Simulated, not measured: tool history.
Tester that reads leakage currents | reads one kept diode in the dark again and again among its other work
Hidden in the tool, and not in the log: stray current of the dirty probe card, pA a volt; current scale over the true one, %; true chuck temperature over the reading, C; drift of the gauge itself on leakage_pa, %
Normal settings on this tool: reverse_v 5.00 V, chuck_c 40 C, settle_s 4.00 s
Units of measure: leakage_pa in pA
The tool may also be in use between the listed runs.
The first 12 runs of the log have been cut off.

run,day,reverse_v,chuck_c,settle_s,hours of work since the probe card was cleaned,hours of work since the tester was calibrated,hours of work since the chuck was calibrated,leakage_pa
# day 26.208: chuck's temperature calibrated
13,28.775,5.00,40,4.00,2760,694,47,359.48
14,31.792,5.00,39,4.00,2816,749,102,329.82
15,33.633,5.00,40,4.00,2850,783,136,352.12
# day 36.079: chuck's temperature calibrated, once more
16,36.267,5.00,40,1.02,2896,830,3,422.00
17,37.929,5.00,40,1.11,2927,860,34,422.51
18,39.483,5.00,38,4.00,2955,889,62,355.93
19,41.758,5.00,38,4.00,2997,931,104,353.02
20,43.433,5.00,38,4.00,3028,961,135,351.21
21,46.596,9.73,38,0.40,3086,1019,193,436.83
22,48.567,4.09,24,0.40,3122,1056,229,106.70
23,50.996,16.68,52,0.52,3167,1100,274,1421.76
24,53.733,15.64,26,5.09,3217,1150,324,202.33
25,56.092,1.42,46,1.51,3260,1194,367,404.61
26,57.883,1.52,46,1.51,3293,1227,400,413.44
27,59.696,5.00,24,7.09,3326,1260,433,108.63
28,61.183,15.34,33,3.87,3353,1287,461,328.81
29,62.846,1.04,40,4.00,3384,1318,491,225.23
# day 64.354: chuck's temperature calibrated
30,64.642,1.04,40,4.00,3415,1349,5,258.67
31,67.833,1.04,40,4.00,3474,1407,64,253.48
32,69.479,5.00,28,4.00,3504,1438,94,166.25
33,72.258,2.53,22,2.88,3555,1489,145,79.04
34,74.233,3.93,25,8.14,3591,1525,181,117.22
35,76.767,3.93,25,5.64,3638,1571,228,116.17
36,79.571,3.93,25,5.64,3689,1623,279,114.61

Forecast run 37:
37,80.942,5.00,40,4.00,3714,1648,304,?

{"run 37": {"leakage_pa": 398.84}}
The same run, on a tool lacking any hidden state, would have yielded leakage_pa 416.97 pA.
